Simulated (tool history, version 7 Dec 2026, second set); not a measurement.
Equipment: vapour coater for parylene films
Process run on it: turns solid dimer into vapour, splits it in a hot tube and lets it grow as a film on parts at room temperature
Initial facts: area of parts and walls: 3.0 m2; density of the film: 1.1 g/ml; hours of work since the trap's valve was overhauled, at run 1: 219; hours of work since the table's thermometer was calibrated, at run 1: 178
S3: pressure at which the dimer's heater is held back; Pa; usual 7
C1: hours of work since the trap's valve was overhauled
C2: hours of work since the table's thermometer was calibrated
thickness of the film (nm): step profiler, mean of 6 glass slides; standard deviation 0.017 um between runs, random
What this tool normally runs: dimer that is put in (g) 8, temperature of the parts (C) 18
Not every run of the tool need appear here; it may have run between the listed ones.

Run 1, hour 0: usual settings; C1 219; C2 178. Result: thickness of the film (nm) 1170.
Run 2, hour 36.5: usual settings; C1 249; C2 208. Result: thickness of the film (nm) 1160.
Run 3, hour 64.1: usual settings; C1 272; C2 230. Result: thickness of the film (nm) 1210.
Run 4, hour 87.8: usual settings but S3 2.15 Pa; C1 292; C2 250. Result: thickness of the film (nm) 1560.
Run 5, hour 122.3: usual settings but temperature of the parts (C) 11; C1 320; C2 278. Result: thickness of the film (nm) 1570.
Run 6, hour 157.3: usual settings but temperature of the parts (C) 11; C1 349; C2 307. Result: thickness of the film (nm) 1610.
Run 7, hour 193.2: usual settings but temperature of the parts (C) 11; C1 378; C2 337. Result: thickness of the film (nm) 1570.
Run 8, hour 217.3: usual settings but dimer that is put in (g) 6; C1 398; C2 356. Result: thickness of the film (nm) 890.
At hour 222.3: table's thermometer calibrated.
Run 9, hour 252.6: usual settings but dimer that is put in (g) 6; C1 426; C2 25. Result: thickness of the film (nm) 850.
Run 10, hour 280.1: usual settings but temperature of the parts (C) 12; C1 449; C2 47. Result: thickness of the film (nm) 1470.
Run 11, hour 302: usual settings but temperature of the parts (C) 12; C1 467; C2 66. Result: thickness of the film (nm) 1490.
Run 12, hour 348.4: usual settings; C1 505; C2 104. Result: thickness of the film (nm) 1130.
Run 13, hour 386.9: usual settings but dimer that is put in (g) 4; C1 537; C2 135. Result: thickness of the film (nm) 530.
Run 14, hour 434.1: usual settings but dimer that is put in (g) 4; C1 575; C2 174. Result: thickness of the film (nm) 550.
At hour 466.2: trap's valve overhauled.
Run 15, hour 479.5: usual settings but dimer that is put in (g) 13, temperature of the parts (C) 29, S3 6.39 Pa; C1 11; C2 208. Result: thickness of the film (nm) 1330.
At hour 503.7: table's thermometer calibrated, once more.
Run 16, hour 506.5: usual settings but dimer that is put in (g) 13, temperature of the parts (C) 29, S3 6.39 Pa; C1 32; C2 2. Result: thickness of the film (nm) 1280.
Run 17, hour 546.1: usual settings but dimer that is put in (g) 4, temperature of the parts (C) 25, S3 3.46 Pa; C1 65; C2 35. Result: thickness of the film (nm) 550.
Run 18, hour 567: usual settings but dimer that is put in (g) 4, temperature of the parts (C) 25, S3 3.46 Pa; C1 82; C2 52. Result: thickness of the film (nm) 540.
Run 19, hour 602.3: usual settings but dimer that is put in (g) 4, temperature of the parts (C) 25, S3 2.05 Pa; C1 111; C2 81. Result: thickness of the film (nm) 600.
Run 20, hour 627.6: usual settings but dimer that is put in (g) 7, temperature of the parts (C) 25, S3 3.48 Pa; C1 132; C2 102. Result: thickness of the film (nm) 950.
Run 21, hour 650.1: usual settings but dimer that is put in (g) 9, temperature of the parts (C) 16, S3 5.66 Pa; C1 150; C2 120. Result: thickness of the film (nm) 1550.
Run 22, hour 695.2: usual settings but temperature of the parts (C) 22, S3 7.85 Pa; C1 187; C2 157. Result: thickness of the film (nm) 980.
Run 23, hour 730.7: usual settings but dimer that is put in (g) 7; C1 217; C2 187. Result: thickness of the film (nm) 1060.
Run 24, hour 753: usual settings but temperature of the parts (C) 13, S3 3.25 Pa; C1 235; C2 205. Result: thickness of the film (nm) 1790.
Run 25, hour 774: usual settings but dimer that is put in (g) 6, temperature of the parts (C) 24; C1 252; C2 222. Result: thickness of the film (nm) 710.
Run 26, hour 807.9: usual settings but dimer that is put in (g) 4, temperature of the parts (C) 24, S3 7.17 Pa; C1 280; C2 250. Result: thickness of the film (nm) 440.
Run 27, hour 856: usual settings but temperature of the parts (C) 12; C1 320; C2 290. Result: thickness of the film (nm) 1510.

Below are 4 alternative next runs, each starting from the tool's condition after run 27. Predict each:
Run A, hour 891.1: usual settings but dimer that is put in (g) 11, temperature of the parts (C) 12; C1 348; C2 318. Result: thickness of the film (nm) ?.
Run B, hour 891.1: usual settings but temperature of the parts (C) 17; C1 348; C2 318. Result: thickness of the film (nm) ?.
Run C, hour 891.1: usual settings but temperature of the parts (C) 12; C1 348; C2 318. Result: thickness of the film (nm) ?.
Run D, hour 891.1: usual settings but dimer that is put in (g) 4, temperature of the parts (C) 24, S3 6 Pa; C1 348; C2 318. Result: thickness of the film (nm) ?.

run  thickness of the film (nm)
  A                        2080
  B                        1210
  C                        1510
  D                         460
Without the tool's hidden state the same runs would have given:
run  thickness of the film (nm)
  A                        2240
  B                        1310
  C                        1630
  D                         500
